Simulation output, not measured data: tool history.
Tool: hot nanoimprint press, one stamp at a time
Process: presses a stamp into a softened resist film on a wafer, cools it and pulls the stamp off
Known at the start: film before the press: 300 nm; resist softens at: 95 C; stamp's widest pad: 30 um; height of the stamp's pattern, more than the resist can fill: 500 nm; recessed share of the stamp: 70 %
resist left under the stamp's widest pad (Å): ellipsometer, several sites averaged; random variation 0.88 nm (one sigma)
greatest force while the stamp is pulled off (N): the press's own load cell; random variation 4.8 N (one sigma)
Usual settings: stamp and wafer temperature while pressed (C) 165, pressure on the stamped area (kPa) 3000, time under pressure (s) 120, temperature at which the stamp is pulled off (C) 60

run	hour	stamp and wafer temperature while pressed (C)	pressure on the stamped area (kPa)	time under pressure (s)	temperature at which the stamp is pulled off (C)	resist left under the stamp's widest pad (Å)	greatest force while the stamp is pulled off (N)
1	0.0	165	3000	120	60	1375	324
2	8.0	165	3000	120	60	1380	320
3	16.3	165	3000	120	60	1368	325
4	21.7	165	3000	120	60	1363	323
5	31.3	165	3000	120	60	1358	330
6	40.0	165	3000	120	60	1385	324
7	51.1	158	3000	120	60	1801	335
8	62.6	158	3000	120	60	1824	339
9	68.1	158	3000	120	60	1833	333
10	74.1	158	3000	120	60	1823	337
11	80.6	165	3000	70	60	1643	336
12	87.8	165	3500	67	55	1557	372
13	97.7	165	3500	67	55	1588	363
14	108.9	165	3500	67	55	1574	365
15	117.7	171	3500	155	46	878	427
16	125.7	173	3280	60	60	1229	353
17	133.1	165	3000	84	61	1533	352
18	143.6	165	1840	120	64	1677	334
19	156.9	172	3370	120	49	946	421
20	165.1	172	3370	100	49	1013	415

The same runs without the tool's hidden state, with the same run-to-run variation:
The hidden state here: true temperature over the reading, C; pressure that arrives at the usual setting, %; grip of the stamp's worn release coat, % over a new coat's; drift of the gauge itself on residual_nm, %; drift of the gauge itself on pull_off_n, %.
run	resist left under the stamp's widest pad (Å)	greatest force while the stamp is pulled off (N)
1	1398	239
2	1405	235
3	1393	236
4	1388	234
5	1383	237
6	1412	231
7	1836	236
8	1861	236
9	1869	231
10	1861	232
11	1675	230
12	1587	253
13	1619	245
14	1605	243
15	898	283
16	1255	233
17	1569	230
18	1720	217
19	969	270
20	1037	264
